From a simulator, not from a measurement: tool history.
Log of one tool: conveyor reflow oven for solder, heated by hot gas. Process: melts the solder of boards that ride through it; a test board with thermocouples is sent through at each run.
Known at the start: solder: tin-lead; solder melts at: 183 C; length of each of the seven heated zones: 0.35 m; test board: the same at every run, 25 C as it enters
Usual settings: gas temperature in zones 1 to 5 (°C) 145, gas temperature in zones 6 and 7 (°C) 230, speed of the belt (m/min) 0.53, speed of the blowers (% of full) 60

run     day  gas temperature in zones 1 to 5 (°C)  gas temperature in zones 6 and 7 (°C)  speed of the belt (m/min)  speed of the blowers (% of full)  highest temperature of the board (°C)  time above the solder's melting point (s)
  1       0                                   145                                    230                       0.53                                60                                  212.1                                       57.6
  2   0.817                                   145                                    230                       0.53                                60                                    212                                       58.8
  3   1.842                                   145                                    230                       0.53                                60                                    212                                       57.4
  4   2.704                                   145                                    230                       0.53                                60                                  212.3                                       57.7
  5   3.554                                   145                                    230                       0.53                                60                                  212.1                                       57.5
  6   4.179                                   145                                    230                       0.53                                60                                  212.3                                       57.4
  7   4.754                                   145                                    230                       0.53                                60                                  212.1                                       57.7
  8   5.233                                   145                                    230                       0.53                                60                                  212.1                                       57.3
  9   6.246                                   145                                    230                       0.53                                60                                  211.8                                       56.5
 10   7.125                                   145                                    230                       0.53                                60                                  211.9                                       56.1
 11    7.75                                   145                                    230                       0.53                                60                                  211.3                                       56.8
 12   8.825                                   145                                    230                       0.53                                72                                  215.8                                       61.6
 13   9.621                                   155                                    227                      0.486                                83                                  219.6                                       76.7
 14  10.321                                   155                                    227                      0.486                                83                                  219.1                                       75.5
 15  10.921                                   134                                    227                      0.486                                83                                  216.6                                       64.6
 16  11.417                                   134                                    227                      0.486                                83                                  217.1                                       65.1
 17  12.458                                   134                                    227                      0.486                                83                                  216.7                                       65.9
 18  13.429                                   145                                    230                      0.545                                65                                  212.1                                       56.3
 19  14.012                                   155                                    234                       0.53                                60                                  216.8                                       66.9
 20  14.783                                   155                                    234                       0.53                                60                                  217.4                                       65.7
 21  15.325                                   145                                    245                       0.53                                60                                  223.8                                       66.4

The next listed run, before its measurement:
 22  16.029                                   145                                    245                       0.53                                60                                      ?                                          ?

highest temperature of the board (°C): 223.2
time above the solder's melting point (s): 67.3
Without the tool's hidden state the same run would have given highest temperature of the board (°C) 222.9, time above the solder's melting point (s) 66.
